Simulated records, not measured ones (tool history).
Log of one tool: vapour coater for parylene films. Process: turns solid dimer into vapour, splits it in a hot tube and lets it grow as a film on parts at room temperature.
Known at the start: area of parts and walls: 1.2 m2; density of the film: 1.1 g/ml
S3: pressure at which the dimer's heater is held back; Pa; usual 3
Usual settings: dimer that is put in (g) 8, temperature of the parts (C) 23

Run 1, hour 0: usual settings. Result: thickness of the film (nm) 3150.
Run 2, hour 16.3: usual settings. Result: thickness of the film (nm) 3150.
Run 3, hour 41.8: usual settings. Result: thickness of the film (nm) 3120.
Run 4, hour 67: usual settings. Result: thickness of the film (nm) 3130.
Run 5, hour 89.6: usual settings. Result: thickness of the film (nm) 3130.
Run 6, hour 111.7: usual settings. Result: thickness of the film (nm) 3120.
Run 7, hour 132: usual settings. Result: thickness of the film (nm) 3110.
Run 8, hour 156.5: usual settings but dimer that is put in (g) 6, temperature of the parts (C) 24. Result: thickness of the film (nm) 2190.
Run 9, hour 169.3: usual settings but dimer that is put in (g) 6, temperature of the parts (C) 24. Result: thickness of the film (nm) 2200.
Run 10, hour 184.1: usual settings but dimer that is put in (g) 6, temperature of the parts (C) 16, S3 8.15 Pa. Result: thickness of the film (nm) 2820.
Run 11, hour 208.6: usual settings but dimer that is put in (g) 6, temperature of the parts (C) 16, S3 8.15 Pa. Result: thickness of the film (nm) 2910.
Run 12, hour 221: usual settings but dimer that is put in (g) 5, S3 9.29 Pa. Result: thickness of the film (nm) 1750.

Taken out of this log: 2 entries between the listed runs. Where each belongs, and how the hidden state differs across it:
Between runs 7 and 8: trap's valve overhauled (hour 138.3)
  vapour lost through the trap's worn valve, %: 1.7 -> 2.5; true temperature of the parts over the reading, C: 0.27 -> 0.29
  measured less the result without the state, thickness of the film (nm): -90 -> -90
Between runs 10 and 11: trap's valve overhauled, once more (hour 200.3)
  vapour lost through the trap's worn valve, %: 2.7 -> 0.1; true temperature of the parts over the reading, C: 0.31 -> 0.32
  measured less the result without the state, thickness of the film (nm): -120 -> -50
